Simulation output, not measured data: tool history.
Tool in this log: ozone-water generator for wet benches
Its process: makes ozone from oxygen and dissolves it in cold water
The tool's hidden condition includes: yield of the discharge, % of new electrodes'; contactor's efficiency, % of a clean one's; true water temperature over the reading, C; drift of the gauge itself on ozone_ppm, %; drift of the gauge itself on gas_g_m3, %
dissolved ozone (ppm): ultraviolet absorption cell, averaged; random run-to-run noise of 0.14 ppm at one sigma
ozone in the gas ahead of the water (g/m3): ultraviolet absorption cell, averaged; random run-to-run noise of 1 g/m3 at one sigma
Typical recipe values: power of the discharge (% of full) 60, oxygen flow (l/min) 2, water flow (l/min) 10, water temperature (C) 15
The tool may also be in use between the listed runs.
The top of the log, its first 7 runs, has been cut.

run,hour,power of the discharge (% of full),oxygen flow (l/min),water flow (l/min),water temperature (C),hours of work since the electrodes were changed,hours of work since the contactor was cleaned,hours of work since the thermometer was calibrated,dissolved ozone (ppm),ozone in the gas ahead of the water (g/m3)
8,186.2,60,2,10,10,1298,5876,2400,16.3,170.3
9,220.8,60,2,10,10,1330,5909,2432,16.7,169.5
10,244.9,60,2,10,10,1353,5931,2454,16.5,171.8
11,276.3,60,2,10,9,1382,5960,2484,16.7,169.4
# hour 283.1: contactor cleaned
12,326.6,60,2,10,9,1425,40,2527,16.4,168.8
13,347.3,60,2,10,9,1444,60,2546,16.4,170
# hour 371.5: contactor cleaned, once more
14,396.6,60,2,10,15,1486,23,2588,16.2,169.7
15,424.9,60,2,13,15,1513,50,2614,12.5,171.9
16,447.1,60,2,13,15,1533,70,2635,12.8,170.4
17,492.3,43,3.2,9,8,1575,112,2677,16.2,107.9
18,533.4,43,3.2,9,8,1614,151,2715,16.1,107.8
19,555.8,99,2.33,6,15,1634,171,2736,33.5,218.3
20,578.6,99,2.33,6,15,1656,193,2757,33.1,215.2
21,613.6,49,2.33,13,11,1688,225,2790,11.8,137.9
22,637.7,49,2.33,10,22,1711,247,2812,12.9,137.8

Run 23 comes next. What will it give?
23,675.9,59,2,10,15,1746,283,2848,?,?

{"run 23": {"dissolved ozone (ppm)": 15.9, "ozone in the gas ahead of the water (g/m3)": 166.8}}
The same run, on a tool lacking any hidden state, would have yielded dissolved ozone (ppm) 16.4, ozone in the gas ahead of the water (g/m3) 171.4.

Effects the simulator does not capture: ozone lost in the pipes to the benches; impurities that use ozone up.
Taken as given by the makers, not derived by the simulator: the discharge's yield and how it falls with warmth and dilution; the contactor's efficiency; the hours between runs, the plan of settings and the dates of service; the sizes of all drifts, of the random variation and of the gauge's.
